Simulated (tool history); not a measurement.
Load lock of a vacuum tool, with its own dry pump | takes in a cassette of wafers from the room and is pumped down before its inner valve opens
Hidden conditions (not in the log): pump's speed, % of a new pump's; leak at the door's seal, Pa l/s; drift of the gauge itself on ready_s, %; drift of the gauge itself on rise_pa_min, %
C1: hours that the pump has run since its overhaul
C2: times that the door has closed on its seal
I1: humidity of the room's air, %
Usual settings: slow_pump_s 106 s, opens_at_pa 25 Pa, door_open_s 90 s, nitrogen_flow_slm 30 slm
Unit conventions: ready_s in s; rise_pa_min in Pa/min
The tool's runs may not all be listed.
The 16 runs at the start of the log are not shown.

Run 17, hour 5003.2: usual settings but slow_pump_s 96 s; C1 4214; C2 18904; I1 45.1. Result: ready_s 198.6 s, rise_pa_min 0.054 Pa/min.
Run 18, hour 5348.9: usual settings but slow_pump_s 96 s; C1 4560; C2 19397; I1 42.3. Result: ready_s 199.4 s, rise_pa_min 0.054 Pa/min.
Run 19, hour 5582.4: usual settings but slow_pump_s 96 s, opens_at_pa 21 Pa, door_open_s 194 s; C1 4793; C2 19730; I1 45.4. Result: ready_s 202.3 s, rise_pa_min 0.086 Pa/min.
Run 20, hour 5999: usual settings but slow_pump_s 96 s, opens_at_pa 21 Pa, door_open_s 194 s; C1 5210; C2 20324; I1 45.6. Result: ready_s 202.2 s, rise_pa_min 0.077 Pa/min.
Run 21, hour 6369.2: usual settings but slow_pump_s 96 s, opens_at_pa 30 Pa, door_open_s 221 s; C1 5580; C2 20852; I1 43.5. Result: ready_s 200.3 s, rise_pa_min 0.08 Pa/min.
Run 22, hour 6564.3: usual settings but slow_pump_s 74 s, opens_at_pa 41 Pa, door_open_s 212 s, nitrogen_flow_slm 9 slm; C1 5775; C2 21130; I1 45. Result: ready_s 174.2 s, rise_pa_min 0.118 Pa/min.
Run 23, hour 6992.4: usual settings but slow_pump_s 203 s, door_open_s 30 s; C1 6203; C2 21740; I1 45. Result: ready_s 289.3 s, rise_pa_min 0.03 Pa/min.
Run 24, hour 7407.1: usual settings but slow_pump_s 203 s, door_open_s 30 s; C1 6618; C2 22332; I1 43.2. Result: ready_s 285.4 s, rise_pa_min 0.031 Pa/min.
Run 25, hour 7602.7: usual settings but slow_pump_s 203 s, door_open_s 118 s, nitrogen_flow_slm 10 slm; C1 6814; C2 22611; I1 47.8. Result: ready_s 285.9 s, rise_pa_min 0.093 Pa/min.
Run 26, hour 7804.9: usual settings but slow_pump_s 203 s, door_open_s 118 s, nitrogen_flow_slm 10 slm; C1 7016; C2 22899; I1 45.7. Result: ready_s 286.5 s, rise_pa_min 0.081 Pa/min.
Run 27, hour 8122.4: usual settings but slow_pump_s 203 s, door_open_s 118 s, nitrogen_flow_slm 10 slm; C1 7334; C2 23352; I1 47.1. Result: ready_s 287.7 s, rise_pa_min 0.087 Pa/min.
Run 28, hour 8506.6: usual settings but slow_pump_s 203 s, door_open_s 118 s, nitrogen_flow_slm 10 slm; C1 7718; C2 23899; I1 45. Result: ready_s 287.9 s, rise_pa_min 0.086 Pa/min.
Run 29, hour 8878.7: usual settings but slow_pump_s 135 s, opens_at_pa 48 Pa, door_open_s 58 s, nitrogen_flow_slm 18 slm; C1 8090; C2 24430; I1 44.2. Result: ready_s 221.2 s, rise_pa_min 0.054 Pa/min.
Run 30, hour 9297.4: usual settings but slow_pump_s 135 s, opens_at_pa 48 Pa, door_open_s 58 s, nitrogen_flow_slm 18 slm; C1 8508; C2 25027; I1 46.4. Result: ready_s 221.1 s, rise_pa_min 0.053 Pa/min.
Run 31, hour 9554.4: usual settings but slow_pump_s 135 s, opens_at_pa 48 Pa, door_open_s 58 s, nitrogen_flow_slm 18 slm; C1 8766; C2 25394; I1 44.2. Result: ready_s 221.6 s, rise_pa_min 0.052 Pa/min.
Run 32, hour 9772.8: usual settings but slow_pump_s 79 s, opens_at_pa 23 Pa; C1 8984; C2 25705; I1 45.4. Result: ready_s 189.9 s, rise_pa_min 0.051 Pa/min.
Run 33, hour 10193.9: usual settings but slow_pump_s 79 s, opens_at_pa 23 Pa; C1 9405; C2 26305; I1 45.3. Result: ready_s 186.4 s, rise_pa_min 0.048 Pa/min.
Run 34, hour 10451: usual settings but opens_at_pa 46 Pa, door_open_s 26 s; C1 9662; C2 26672; I1 45.8. Result: ready_s 198.6 s, rise_pa_min 0.027 Pa/min.
Run 35, hour 10800.4: usual settings but slow_pump_s 112 s, door_open_s 110 s, nitrogen_flow_slm 8 slm; C1 10011; C2 27170; I1 46.2. Result: ready_s 213 s, rise_pa_min 0.089 Pa/min.
At hour 11050.6: dry pump taken out, an overhauled one fitted.
Run 36, hour 11147.1: usual settings but slow_pump_s 112 s, door_open_s 110 s, nitrogen_flow_slm 8 slm; C1 96; C2 27656; I1 45.3. Result: ready_s 212.8 s, rise_pa_min 0.09 Pa/min.

3 ways to go on from here, each from the tool as it stands after run 36. What would each give?
Run A, hour 11361.5: usual settings but slow_pump_s 112 s, opens_at_pa 22 Pa, door_open_s 227 s, nitrogen_flow_slm 31 slm; C1 311; C2 27962; I1 40.9. Result: ready_s ?, rise_pa_min ?.
Run B, hour 11361.5: usual settings but slow_pump_s 82 s, opens_at_pa 20 Pa, door_open_s 110 s, nitrogen_flow_slm 44 slm; C1 311; C2 27962; I1 47.6. Result: ready_s ?, rise_pa_min ?.
Run C, hour 11361.5: usual settings but slow_pump_s 112 s, door_open_s 110 s, nitrogen_flow_slm 11 slm; C1 311; C2 27962; I1 42.7. Result: ready_s ?, rise_pa_min ?.

run  ready_s  rise_pa_min
  A    214.2        0.076
  B    191.1        0.055
  C    212.8        0.074
Take away the tool's hidden state, keep each run's random variation, and the runs would have read:
run  ready_s  rise_pa_min
  A    214.2        0.075
  B    191.1        0.054
  C    212.8        0.073
